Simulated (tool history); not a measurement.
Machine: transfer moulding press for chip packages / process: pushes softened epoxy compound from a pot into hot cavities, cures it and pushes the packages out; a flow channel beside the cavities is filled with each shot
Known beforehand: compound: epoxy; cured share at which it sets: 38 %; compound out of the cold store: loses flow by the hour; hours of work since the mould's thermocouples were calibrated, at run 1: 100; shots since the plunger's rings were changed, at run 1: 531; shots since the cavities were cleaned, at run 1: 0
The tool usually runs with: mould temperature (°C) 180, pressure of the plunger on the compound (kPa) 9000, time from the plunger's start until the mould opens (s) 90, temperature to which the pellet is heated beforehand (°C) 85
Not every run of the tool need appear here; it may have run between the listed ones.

run	hour	mould temperature (°C)	pressure of the plunger on the compound (kPa)	time from the plunger's start until the mould opens (s)	temperature to which the pellet is heated beforehand (°C)	hours of work since the mould's thermocouples were calibrated	shots since the plunger's rings were changed	shots since the cavities were cleaned	incoming compound's hours out of the cold store	length that the compound runs in the flow channel (mm)	greatest force on the pins that push the packages out (N)
1	0.0	180	9000	90	85	100	531	0	39.1	691	563
2	6.5	180	9000	90	81	104	604	73	18.9	735	616
3	16.5	180	9000	90	81	110	715	184	12.9	749	706
4	21.4	180	9000	90	81	113	770	239	18.3	736	722
5	29.1	178	9000	90	85	118	855	324	12.4	754	893
6	36.3	178	9000	90	85	122	936	405	23.1	730	878
7	48.0	173	9000	90	85	129	1066	535	13.7	760	1399
8	56.2	184	9000	90	85	134	1158	627	15.6	732	716
9	62.9	180	9000	99	85	138	1233	702	19.2	732	785
10	72.6	180	9000	99	85	144	1341	810	13.3	746	807
11	79.1	180	9000	99	85	148	1414	883	16.1	736	822
# hour 85.8: cavities cleaned with cleaning compound and waxed
12	90.0	180	9000	99	85	153	1518	46	9.5	751	1025
13	96.3	180	9000	99	85	157	1589	117	46.3	670	951
14	104.6	180	9000	99	85	162	1681	209	21.9	722	974
15	112.6	180	9000	99	85	167	1771	299	13.2	743	993
# hour 119.8: cavities cleaned with cleaning compound and waxed, once more
16	119.9	180	9000	99	85	170	1835	1	17.8	733	474
17	127.8	180	9000	99	85	175	1924	90	47.2	665	493
18	139.2	185	9000	90	83	182	2050	216	34.0	685	546
19	148.5	178	9000	90	83	187	2155	321	35.5	695	810
20	160.3	173	10450	87	85	194	2286	452	38.0	754	1326
21	171.4	180	7000	90	78	201	2410	576	19.9	638	853
22	179.4	180	7000	126	91	206	2499	665	20.0	640	639
23	185.0	180	10060	90	77	209	2561	727	19.9	765	907
24	190.3	181	9000	78	85	212	2621	787	40.4	676	1097
25	195.9	181	9000	78	85	216	2683	849	21.4	716	1177
# hour 205.5: cavities cleaned with cleaning compound and waxed
26	207.8	181	9000	109	85	222	2799	26	36.2	682	423
27	213.7	177	8280	71	85	225	2865	92	8.0	725	1346
28	221.8	177	8280	71	85	230	2955	182	40.3	655	1286

Here are 4 independent what-if runs from the current tool condition. What would each one return?
A	227.9	180	8440	90	85	234	3023	250	44.1	?	?
B	227.9	178	8280	71	92	234	3023	250	23.3	?	?
C	227.9	186	9000	125	93	234	3023	250	41.9	?	?
D	227.9	186	9000	71	89	234	3023	250	11.9	?	?

run	length that the compound runs in the flow channel (mm)	greatest force on the pins that push the packages out (N)
A	644	669
B	688	1244
C	659	487
D	726	788
Without the tool's unlogged condition, the same runs would have read:
run	length that the compound runs in the flow channel (mm)	greatest force on the pins that push the packages out (N)
A	660	520
B	705	973
C	676	376
D	744	615

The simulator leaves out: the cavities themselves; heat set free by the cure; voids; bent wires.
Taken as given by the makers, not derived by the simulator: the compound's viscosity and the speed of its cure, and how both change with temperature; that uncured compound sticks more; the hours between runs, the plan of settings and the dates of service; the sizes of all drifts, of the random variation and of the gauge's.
